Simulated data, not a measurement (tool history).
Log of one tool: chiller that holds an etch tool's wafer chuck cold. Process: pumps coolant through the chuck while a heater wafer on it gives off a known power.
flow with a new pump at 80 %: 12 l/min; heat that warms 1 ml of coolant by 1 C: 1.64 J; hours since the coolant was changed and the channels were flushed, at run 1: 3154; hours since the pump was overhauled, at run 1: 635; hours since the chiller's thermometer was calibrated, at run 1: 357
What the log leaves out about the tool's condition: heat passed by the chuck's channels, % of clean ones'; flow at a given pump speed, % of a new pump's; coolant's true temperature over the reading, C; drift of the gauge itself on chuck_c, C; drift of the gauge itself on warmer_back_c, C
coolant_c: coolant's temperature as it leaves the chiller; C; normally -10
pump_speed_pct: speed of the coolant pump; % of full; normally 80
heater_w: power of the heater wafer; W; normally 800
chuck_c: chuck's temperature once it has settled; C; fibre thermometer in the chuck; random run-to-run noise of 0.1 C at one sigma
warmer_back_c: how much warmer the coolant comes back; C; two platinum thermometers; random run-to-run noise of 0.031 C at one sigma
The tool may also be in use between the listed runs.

run,hour,coolant_c,pump_speed_pct,heater_w,hours since the coolant was changed and the channels were flushed,hours since the pump was overhauled,hours since the chiller's thermometer was calibrated,chuck_c,warmer_back_c
1,0.0,-10,80,800,3154,635,357,-3.8,2.40
2,105.4,-10,80,800,3259,741,462,-3.8,2.42
3,190.3,-10,80,800,3344,826,547,-3.8,2.40
4,261.2,-10,80,800,3415,897,618,-3.8,2.48
5,309.8,-10,80,800,3464,945,667,-3.8,2.48
# hour 323.5: coolant pump overhauled
6,359.9,-10,80,800,3509,36,712,-4.0,2.52
7,448.9,-10,80,800,3598,125,801,-3.8,2.47
8,536.4,-10,71,800,3685,213,888,-3.2,2.78
# hour 548.7: coolant pump overhauled, once more
9,592.8,-10,71,800,3737,44,940,-3.3,2.75
10,688.0,-10,86,532,3832,139,1035,-6.3,1.53
11,748.5,-13,79,800,3892,200,1095,-6.8,2.45
12,818.5,-13,80,429,3962,270,1165,-9.9,1.29
13,894.1,-13,80,658,4038,345,1241,-7.9,2.02
14,959.8,-13,79,800,4104,411,1307,-6.9,2.47
15,1036.2,-10,92,800,4180,488,1383,-4.6,2.09
16,1129.9,-10,91,518,4274,581,1477,-6.4,1.37
17,1187.1,-10,91,518,4331,638,1534,-6.6,1.39

Hidden state at the last listed run before each entry between runs and at the first one after, where it differs:
After run 5, before run 6: coolant pump overhauled (hour 323.5)
  heat passed by the chuck's channels, % of clean ones': 86.1 -> 85.9; flow at a given pump speed, % of a new pump's: 98.7 -> 98.3; coolant's true temperature over the reading, C: -0.07 -> -0.08
  what was measured, less what the result would be without the hidden state, chuck_c: +0.6 -> +0.7 C; warmer_back_c: +0.04 -> +0.05 C
After run 8, before run 9: coolant pump overhauled, once more (hour 548.7)
  heat passed by the chuck's channels, % of clean ones': 85.2 -> 85; flow at a given pump speed, % of a new pump's: 97.9 -> 100.4; coolant's true temperature over the reading, C: -0.12 -> -0.13
  what was measured, less what the result would be without the hidden state, chuck_c: +0.8 -> +0.6 C; warmer_back_c: +0.06 -> -0.01 C
